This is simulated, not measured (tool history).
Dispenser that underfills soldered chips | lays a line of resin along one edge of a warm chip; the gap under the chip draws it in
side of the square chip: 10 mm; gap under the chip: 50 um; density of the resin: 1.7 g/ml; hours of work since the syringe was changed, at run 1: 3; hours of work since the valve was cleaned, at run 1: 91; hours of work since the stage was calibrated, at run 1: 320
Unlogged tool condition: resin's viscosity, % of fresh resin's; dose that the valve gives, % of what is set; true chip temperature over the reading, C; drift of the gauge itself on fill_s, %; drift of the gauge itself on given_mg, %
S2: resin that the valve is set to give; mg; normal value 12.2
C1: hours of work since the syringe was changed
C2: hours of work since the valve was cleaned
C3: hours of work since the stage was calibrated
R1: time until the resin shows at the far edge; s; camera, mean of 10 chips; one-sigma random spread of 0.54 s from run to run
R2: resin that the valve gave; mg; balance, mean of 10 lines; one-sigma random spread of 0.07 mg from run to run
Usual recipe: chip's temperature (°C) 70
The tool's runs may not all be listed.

run 1 hour=0 | chip's_temperature_(°C)=70 S2=12.2 | C1=3 C2=91 C3=320 | R1=58.3 R2=11.25
-- hour=4.3 new syringe of resin
run 2 hour=9.3 | chip's_temperature_(°C)=70 S2=12.2 | C1=3 C2=97 C3=327 | R1=60.9 R2=11.17
-- hour=13.3 new syringe of resin
-- hour=14.3 dispensing valve cleaned and set on the balance
-- hour=22.9 new syringe of resin
run 3 hour=25.8 | chip's_temperature_(°C)=70 S2=12.2 | C1=2 C2=8 C3=337 | R1=54.9 R2=12.07
-- hour=31.2 new syringe of resin
run 4 hour=38.7 | chip's_temperature_(°C)=61 S2=12.2 | C1=5 C2=17 C3=346 | R1=105.1 R2=11.91
-- hour=40 new syringe of resin
-- hour=48.2 new syringe of resin
run 5 hour=48.2 | chip's_temperature_(°C)=61 S2=12.2 | C1=0 C2=23 C3=352 | R1=76.2 R2=11.9
run 6 hour=54.9 | chip's_temperature_(°C)=61 S2=12.2 | C1=5 C2=28 C3=357 | R1=105.6 R2=11.94
-- hour=56.6 new syringe of resin
run 7 hour=61.7 | chip's_temperature_(°C)=61 S2=12.2 | C1=4 C2=32 C3=361 | R1=98.1 R2=11.9
-- hour=65.4 new syringe of resin
run 8 hour=68.3 | chip's_temperature_(°C)=61 S2=12.2 | C1=2 C2=37 C3=366 | R1=86.1 R2=11.84
-- hour=73.7 new syringe of resin
run 9 hour=79.1 | chip's_temperature_(°C)=61 S2=12.2 | C1=4 C2=44 C3=373 | R1=98.6 R2=11.81
-- hour=82.3 new syringe of resin
run 10 hour=85.8 | chip's_temperature_(°C)=77 S2=12.2 | C1=2 C2=48 C3=378 | R1=39.9 R2=11.69
-- hour=91.1 new syringe of resin
run 11 hour=94.5 | chip's_temperature_(°C)=77 S2=12.2 | C1=2 C2=54 C3=383 | R1=40.5 R2=11.57
-- hour=99.3 new syringe of resin
run 12 hour=104.4 | chip's_temperature_(°C)=77 S2=12.2 | C1=4 C2=61 C3=390 | R1=43 R2=11.67
-- hour=107.5 new syringe of resin
-- hour=116.4 new syringe of resin
run 13 hour=117.7 | chip's_temperature_(°C)=77 S2=12.2 | C1=1 C2=70 C3=399 | R1=36.7 R2=11.49
-- hour=125.3 new syringe of resin
run 14 hour=126.1 | chip's_temperature_(°C)=77 S2=12.2 | C1=1 C2=76 C3=405 | R1=36.8 R2=11.38
-- hour=134.3 new syringe of resin
run 15 hour=137.2 | chip's_temperature_(°C)=77 S2=12.2 | C1=2 C2=83 C3=412 | R1=39.6 R2=11.43
-- hour=143.6 new syringe of resin
run 16 hour=149.2 | chip's_temperature_(°C)=77 S2=12.2 | C1=4 C2=91 C3=420 | R1=44.8 R2=11.28
-- hour=152.2 new syringe of resin
run 17 hour=158.4 | chip's_temperature_(°C)=77 S2=13.1 | C1=4 C2=98 C3=427 | R1=46.1 R2=12.15
-- hour=160.6 new syringe of resin
-- hour=163 dispensing valve cleaned and set on the balance
-- hour=170 new syringe of resin
run 18 hour=172.6 | chip's_temperature_(°C)=60 S2=12.5 | C1=2 C2=7 C3=436 | R1=89.9 R2=12.36
-- hour=178.9 new syringe of resin
-- hour=187.7 new syringe of resin
run 19 hour=187.7 | chip's_temperature_(°C)=60 S2=12.5 | C1=0 C2=17 C3=446 | R1=80.8 R2=12.23
-- hour=196.5 new syringe of resin
run 20 hour=202.3 | chip's_temperature_(°C)=84 S2=14.4 | C1=4 C2=27 C3=456 | R1=31.8 R2=14.25
-- hour=205.6 new syringe of resin
-- hour=213.9 new syringe of resin
run 21 hour=215.4 | chip's_temperature_(°C)=84 S2=14.4 | C1=1 C2=35 C3=465 | R1=26.5 R2=13.92
-- hour=222.3 new syringe of resin
-- hour=230.5 new syringe of resin
run 22 hour=231.1 | chip's_temperature_(°C)=84 S2=14.4 | C1=0 C2=46 C3=475 | R1=25.7 R2=13.91
-- hour=239 new syringe of resin
run 23 hour=245.4 | chip's_temperature_(°C)=84 S2=14.4 | C1=4 C2=56 C3=485 | R1=33.3 R2=13.86
-- hour=247.3 new syringe of resin
run 24 hour=252.4 | chip's_temperature_(°C)=70 S2=15.8 | C1=4 C2=61 C3=490 | R1=63 R2=14.89
-- hour=255.8 new syringe of resin
-- hour=264.3 new syringe of resin
run 25 hour=267.5 | chip's_temperature_(°C)=60 S2=12.3 | C1=2 C2=71 C3=500 | R1=94.4 R2=11.59
-- hour=273.7 new syringe of resin
run 26 hour=277.7 | chip's_temperature_(°C)=63 S2=14.7 | C1=3 C2=78 C3=507 | R1=83.7 R2=13.93
-- hour=282.4 new syringe of resin
run 27 hour=286.5 | chip's_temperature_(°C)=67 S2=14.8 | C1=3 C2=84 C3=513 | R1=67.6 R2=13.75
-- hour=291 new syringe of resin
run 28 hour=298 | chip's_temperature_(°C)=79 S2=13.7 | C1=5 C2=91 C3=520 | R1=43.2 R2=12.76
-- hour=299.2 new syringe of resin
-- hour=307.6 new syringe of resin
-- hour=311 dispensing valve cleaned and set on the balance
run 29 hour=311.1 | chip's_temperature_(°C)=74 S2=12.4 | C1=2 C2=0 C3=529 | R1=46.4 R2=12.39
-- hour=316.9 new syringe of resin
run 30 hour=317.8 | chip's_temperature_(°C)=69 S2=11.3 | C1=1 C2=5 C3=533 | R1=55 R2=11.42
-- hour=325.3 new syringe of resin
run 31 hour=326 | chip's_temperature_(°C)=57 S2=14.7 | C1=0 C2=10 C3=539 | R1=98.3 R2=14.66
-- hour=333.9 new syringe of resin
run 32 hour=338.3 | chip's_temperature_(°C)=57 S2=14.7 | C1=3 C2=18 C3=547 | R1=113.5 R2=14.5
-- hour=342.8 new syringe of resin
run 33 hour=348.1 | chip's_temperature_(°C)=57 S2=14.7 | C1=4 C2=25 C3=554 | R1=120.2 R2=14.37

Each row is a separate what-if for the run after 33, all from the same tool condition, not one after another. Results?
-- hour=350.8 new syringe of resin
run A hour=354.6 | chip's_temperature_(°C)=63 S2=12.2 | C1=3 C2=30 C3=558 | R1=? R2=?
-- hour=350.8 new syringe of resin
run B hour=354.6 | chip's_temperature_(°C)=82 S2=13.3 | C1=3 C2=30 C3=558 | R1=? R2=?
-- hour=350.8 new syringe of resin
run C hour=354.6 | chip's_temperature_(°C)=79 S2=11.7 | C1=3 C2=30 C3=558 | R1=? R2=?
-- hour=350.8 new syringe of resin
run D hour=354.6 | chip's_temperature_(°C)=58 S2=11.2 | C1=3 C2=30 C3=558 | R1=? R2=?

run=A R1=83.2 R2=12
run=B R1=33.1 R2=13.03
run=C R1=39.1 R2=11.34
run=D R1=113 R2=10.95
With the hidden condition removed and each run's random variation left untouched, the same runs would have given:
run=A R1=64.4 R2=12.28
run=B R1=26 R2=13.34
run=C R1=30.5 R2=11.6
run=D R1=87.1 R2=11.21
